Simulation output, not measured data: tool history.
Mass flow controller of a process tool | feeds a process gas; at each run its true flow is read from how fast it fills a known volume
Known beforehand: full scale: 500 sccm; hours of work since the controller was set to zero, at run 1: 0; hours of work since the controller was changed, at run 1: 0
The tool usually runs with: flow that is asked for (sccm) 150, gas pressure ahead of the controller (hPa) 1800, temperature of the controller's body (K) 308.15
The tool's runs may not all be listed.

run	hour	flow that is asked for (sccm)	gas pressure ahead of the controller (hPa)	temperature of the controller's body (K)	hours of work since the controller was set to zero	hours of work since the controller was changed	true flow (%)
1	0	150	1800	308.15	0	0	99.18
2	281.7	150	1800	308.15	218	218	99.26
3	634.2	150	1800	308.15	491	491	99.3
4	1056.7	150	1800	308.15	817	817	99.42
5	1450.7	131	1800	308.15	1122	1122	99.62
6	1674	131	1800	308.15	1295	1295	99.81
7	1966	131	1800	308.15	1521	1521	99.85
8	2377.5	131	1800	308.15	1839	1839	100.07
9	2640.8	55	1490	297.15	2043	2043	101.29
10	2944.4	150	1800	305.15	2278	2278	99.77
11	3276.1	78	2750	308.15	2534	2534	101.41

Predict each of these 4 candidate next runs independently; none follows another, all start after run 11:
A	3638.1	150	1530	308.15	2814	2814	?
B	3638.1	391	1780	303.15	2814	2814	?
C	3638.1	150	2250	293.15	2814	2814	?
D	3638.1	150	2120	311.15	2814	2814	?

run	true flow (%)
A	100.4
B	99.68
C	98.72
D	100.49
Take away the tool's hidden state, keep each run's random variation, and the runs would have read:
run	true flow (%)
A	99.29
B	99.9
C	97.6
D	99.38
